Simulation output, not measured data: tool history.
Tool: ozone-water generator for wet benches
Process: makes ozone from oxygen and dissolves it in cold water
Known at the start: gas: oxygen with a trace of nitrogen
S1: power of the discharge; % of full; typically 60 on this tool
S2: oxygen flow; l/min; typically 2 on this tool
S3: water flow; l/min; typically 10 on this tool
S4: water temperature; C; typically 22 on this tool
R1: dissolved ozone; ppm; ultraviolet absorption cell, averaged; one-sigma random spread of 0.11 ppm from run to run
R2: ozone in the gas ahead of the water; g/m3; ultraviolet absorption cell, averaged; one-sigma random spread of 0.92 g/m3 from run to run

run     day  S1    S2  S3  S4    R1     R2
  1       0  60     2  10  22  11.8  154.1
  2   1.412  60     2  10  22  11.8  153.3
  3   2.388  60     2  10  22  11.9  154.5
  4   3.908  68     2  10  22  12.7  167.8
  5   5.358  60     2  10  22    12  153.9
  6   6.621  60     2  10  22  11.9  155.5
  7   8.217  60     2  10  22  11.7  153.7
  8  10.025  60     2  10  22  11.9  152.7
  9  11.688  61     2  10  22    12  154.5
 10    13.1  61     2  10  22    12    155
 11  15.079  60  2.31  10  22    12  143.1
 12  16.079  60  2.31  10  22    12  144.4
 13  17.042  60  2.31  10  22  11.9  144.3
 14  18.004  60  2.31  10  22  12.4  144.1
 15  19.317  60  2.31  10  22  12.4    143
 16  21.229  60  1.48  10  22  11.2  171.9
 17  23.162  60  1.48  10  22  11.3  172.4
 18  23.946  60   1.6   8  22  14.3  166.5
 19  25.342  60   1.6   8  22  13.9  166.3
 20  26.825  53   1.6  11  18  10.1  155.6
 21  28.658  53  2.51  14  18   8.9  129.5
 22  29.612  50  1.27  10  19    10  162.6
 23  31.104  50  1.27  10  19   9.9    163
 24  32.458  50  1.27  10  19    10  162.6
 25  33.579  64  1.68   8  20  15.1  168.9
 26  35.396  95     2   6  16  25.9  198.1
 27  36.796  40     2   6  18    15  118.3
 28   38.55  40     2   6  18    15  117.5
 29  40.121  40     2   6  18    15  118.1
 30  40.975  40     2  10  23   9.1  119.1
 31  42.879  40     2  10  23   9.2  118.3
 32  43.979  40     2  10  23   9.4  119.9
 33    45.6  40     2  10  23   9.2  117.1

Removed from this log: 2 entries logged between the listed runs. Between which two listed runs does each belong, and how does the tool's hidden state at the listed run before it compare with that at the listed run after it?
Run 10 -> run 11: contactor cleaned (day 13.396)
  yield of the discharge, % of new electrodes': 98.9 -> 98.8; contactor's efficiency, % of a clean one's: 96.5 -> 94.7; true water temperature over the reading, C: 0.4 -> 0.41
  the result without the hidden state subtracted from the measured one, R1: -0.5 -> -0.6 ppm; R2: -1.5 -> -1.5 g/m3
Run 13 -> run 14: contactor cleaned, once more (day 17.346)
  contactor's efficiency, % of a clean one's: 94.6 -> 99.7
  the result without the hidden state subtracted from the measured one, R1: -0.6 -> -0.3 ppm; R2: -1.7 -> -1.8 g/m3
